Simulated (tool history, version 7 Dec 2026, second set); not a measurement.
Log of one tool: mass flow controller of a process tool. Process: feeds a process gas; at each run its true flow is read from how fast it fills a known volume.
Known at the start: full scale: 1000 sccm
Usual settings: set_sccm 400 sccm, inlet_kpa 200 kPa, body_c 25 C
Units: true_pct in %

run	hour	set_sccm	inlet_kpa	body_c	true_pct
1	0.0	400	200	25	98.17
2	223.8	432	200	25	98.27
3	478.7	432	200	25	98.01
4	719.1	400	200	21	98.16
5	959.3	400	200	25	97.67
6	1167.2	400	200	25	97.64
7	1423.2	366	148	25	97.40
8	1683.4	366	191	25	97.26
9	1843.5	918	272	30	98.22
10	2025.7	918	272	30	98.28
11	2258.6	400	200	31	96.38

5 ways to go on from here, each from the tool as it stands after run 11. What would each give?
A	2445.1	175	200	24	?
B	2445.1	680	270	22	?
C	2445.1	418	200	40	?
D	2445.1	400	163	32	?
E	2445.1	168	224	31	?

run	true_pct
A	96.39
B	98.07
C	95.69
D	96.34
E	95.62
Without the tool's hidden state the same runs would have given:
run	true_pct
A	97.47
B	99.17
C	96.76
D	97.42
E	96.70
